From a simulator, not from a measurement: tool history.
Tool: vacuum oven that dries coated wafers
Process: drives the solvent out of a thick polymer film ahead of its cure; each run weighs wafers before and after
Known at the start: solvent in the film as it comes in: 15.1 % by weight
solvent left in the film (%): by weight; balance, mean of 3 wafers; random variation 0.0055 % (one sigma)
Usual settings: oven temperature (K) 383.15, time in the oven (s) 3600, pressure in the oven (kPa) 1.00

run 1 hour=0.0 | oven_temperature_(K)=383.15 time_in_the_oven_(s)=3600 pressure_in_the_oven_(kPa)=1.00 | solvent_left_in_the_film_(%)=1.134
run 2 hour=73.1 | oven_temperature_(K)=383.15 time_in_the_oven_(s)=3600 pressure_in_the_oven_(kPa)=1.49 | solvent_left_in_the_film_(%)=1.249
run 3 hour=144.8 | oven_temperature_(K)=383.15 time_in_the_oven_(s)=3180 pressure_in_the_oven_(kPa)=1.49 | solvent_left_in_the_film_(%)=1.538
run 4 hour=212.8 | oven_temperature_(K)=383.15 time_in_the_oven_(s)=3180 pressure_in_the_oven_(kPa)=1.49 | solvent_left_in_the_film_(%)=1.511
run 5 hour=294.6 | oven_temperature_(K)=377.15 time_in_the_oven_(s)=3180 pressure_in_the_oven_(kPa)=1.49 | solvent_left_in_the_film_(%)=2.511
run 6 hour=376.4 | oven_temperature_(K)=377.15 time_in_the_oven_(s)=3180 pressure_in_the_oven_(kPa)=1.49 | solvent_left_in_the_film_(%)=2.489
run 7 hour=459.1 | oven_temperature_(K)=377.15 time_in_the_oven_(s)=3180 pressure_in_the_oven_(kPa)=1.49 | solvent_left_in_the_film_(%)=2.479
run 8 hour=527.0 | oven_temperature_(K)=377.15 time_in_the_oven_(s)=3180 pressure_in_the_oven_(kPa)=1.49 | solvent_left_in_the_film_(%)=2.477
run 9 hour=605.6 | oven_temperature_(K)=377.15 time_in_the_oven_(s)=3180 pressure_in_the_oven_(kPa)=1.49 | solvent_left_in_the_film_(%)=2.461
run 10 hour=700.3 | oven_temperature_(K)=377.15 time_in_the_oven_(s)=3180 pressure_in_the_oven_(kPa)=1.49 | solvent_left_in_the_film_(%)=2.443
-- hour=771.5 vacuum gauge cleaned of residue and calibrated
run 11 hour=789.5 | oven_temperature_(K)=377.15 time_in_the_oven_(s)=2280 pressure_in_the_oven_(kPa)=0.54 | solvent_left_in_the_film_(%)=3.246
-- hour=799.8 oven's thermocouples calibrated
run 12 hour=833.4 | oven_temperature_(K)=392.15 time_in_the_oven_(s)=3540 pressure_in_the_oven_(kPa)=0.86 | solvent_left_in_the_film_(%)=0.363
run 13 hour=926.7 | oven_temperature_(K)=392.15 time_in_the_oven_(s)=3540 pressure_in_the_oven_(kPa)=0.86 | solvent_left_in_the_film_(%)=0.367
run 14 hour=976.1 | oven_temperature_(K)=383.15 time_in_the_oven_(s)=3600 pressure_in_the_oven_(kPa)=0.75 | solvent_left_in_the_film_(%)=1.006
run 15 hour=1071.4 | oven_temperature_(K)=370.15 time_in_the_oven_(s)=4800 pressure_in_the_oven_(kPa)=2.56 | solvent_left_in_the_film_(%)=2.916
run 16 hour=1159.3 | oven_temperature_(K)=392.15 time_in_the_oven_(s)=3600 pressure_in_the_oven_(kPa)=3.19 | solvent_left_in_the_film_(%)=0.829
run 17 hour=1250.8 | oven_temperature_(K)=389.15 time_in_the_oven_(s)=3600 pressure_in_the_oven_(kPa)=0.63 | solvent_left_in_the_film_(%)=0.449
run 18 hour=1304.7 | oven_temperature_(K)=377.15 time_in_the_oven_(s)=2460 pressure_in_the_oven_(kPa)=3.42 | solvent_left_in_the_film_(%)=3.971
run 19 hour=1372.4 | oven_temperature_(K)=377.15 time_in_the_oven_(s)=2460 pressure_in_the_oven_(kPa)=3.42 | solvent_left_in_the_film_(%)=3.930
run 20 hour=1465.1 | oven_temperature_(K)=373.15 time_in_the_oven_(s)=4140 pressure_in_the_oven_(kPa)=0.96 | solvent_left_in_the_film_(%)=2.145

5 ways to go on from here, each from the tool as it stands after run 20. What would each give?
run A hour=1535.0 | oven_temperature_(K)=373.15 time_in_the_oven_(s)=2700 pressure_in_the_oven_(kPa)=3.28 | solvent_left_in_the_film_(%)=?
run B hour=1535.0 | oven_temperature_(K)=377.15 time_in_the_oven_(s)=3840 pressure_in_the_oven_(kPa)=0.55 | solvent_left_in_the_film_(%)=?
run C hour=1535.0 | oven_temperature_(K)=396.15 time_in_the_oven_(s)=3600 pressure_in_the_oven_(kPa)=1.00 | solvent_left_in_the_film_(%)=?
run D hour=1535.0 | oven_temperature_(K)=395.15 time_in_the_oven_(s)=2160 pressure_in_the_oven_(kPa)=1.00 | solvent_left_in_the_film_(%)=?
run E hour=1535.0 | oven_temperature_(K)=383.15 time_in_the_oven_(s)=4020 pressure_in_the_oven_(kPa)=1.00 | solvent_left_in_the_film_(%)=?

run=A solvent_left_in_the_film_(%)=4.464
run=B solvent_left_in_the_film_(%)=1.544
run=C solvent_left_in_the_film_(%)=0.265
run=D solvent_left_in_the_film_(%)=0.780
run=E solvent_left_in_the_film_(%)=0.819
Without the tool's hidden state the same runs would have given:
run=A solvent_left_in_the_film_(%)=4.570
run=B solvent_left_in_the_film_(%)=1.590
run=C solvent_left_in_the_film_(%)=0.246
run=D solvent_left_in_the_film_(%)=0.806
run=E solvent_left_in_the_film_(%)=0.830
